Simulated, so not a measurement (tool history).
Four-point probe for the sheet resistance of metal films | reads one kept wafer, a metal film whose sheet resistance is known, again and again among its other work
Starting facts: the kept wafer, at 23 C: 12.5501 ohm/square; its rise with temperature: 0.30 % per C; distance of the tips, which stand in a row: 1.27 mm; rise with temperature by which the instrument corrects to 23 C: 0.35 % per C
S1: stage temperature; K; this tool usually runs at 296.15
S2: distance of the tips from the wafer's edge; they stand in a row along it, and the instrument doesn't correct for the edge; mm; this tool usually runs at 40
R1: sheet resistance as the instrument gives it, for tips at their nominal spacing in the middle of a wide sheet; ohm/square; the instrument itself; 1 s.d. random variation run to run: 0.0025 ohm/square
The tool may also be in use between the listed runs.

{"run": 1, "hour": 0.0, "S1": 296.15, "S2": 40, "R1": 12.575838}
{"run": 2, "hour": 50.2, "S1": 305.15, "S2": 40, "R1": 12.525965}
{"run": 3, "hour": 90.9, "S1": 305.15, "S2": 8, "R1": 12.68428}
{"run": 4, "hour": 160.2, "S1": 296.15, "S2": 40, "R1": 12.574289}
{"run": 5, "hour": 206.3, "S1": 296.15, "S2": 40, "R1": 12.574891}
{"run": 6, "hour": 269.4, "S1": 296.15, "S2": 40, "R1": 12.571409}
{"run": 7, "hour": 343.8, "S1": 296.15, "S2": 40, "R1": 12.572712}
{"run": 8, "hour": 406.7, "S1": 296.15, "S2": 40, "R1": 12.565442}
{"run": 9, "hour": 455.8, "S1": 296.15, "S2": 40, "R1": 12.561654}
{"hour": 462.0, "done": "stage's thermometer calibrated"}
{"run": 10, "hour": 498.3, "S1": 296.15, "S2": 40, "R1": 12.56571}
{"run": 11, "hour": 529.7, "S1": 296.15, "S2": 40, "R1": 12.566073}
{"hour": 589.6, "done": "stage's thermometer calibrated, once more"}
{"run": 12, "hour": 591.0, "S1": 296.15, "S2": 40, "R1": 12.55538}
{"run": 13, "hour": 648.9, "S1": 297.15, "S2": 40, "R1": 12.551445}
{"run": 14, "hour": 683.7, "S1": 297.15, "S2": 40, "R1": 12.549085}
{"run": 15, "hour": 739.7, "S1": 296.15, "S2": 4, "R1": 13.186576}
{"run": 16, "hour": 803.2, "S1": 303.15, "S2": 4, "R1": 13.144025}
{"run": 17, "hour": 850.6, "S1": 303.15, "S2": 4, "R1": 13.150254}
{"run": 18, "hour": 926.0, "S1": 304.15, "S2": 3, "R1": 13.58101}

Run 19, settings as shown, results not yet in. Your forecast:
{"run": 19, "hour": 998.4, "S1": 291.15, "S2": 46, "R1": "?"}

{"run 19": {"R1": 12.576696}}
Had the tool carried no hidden state, the very same run would have given R1 12.585441 ohm/square.
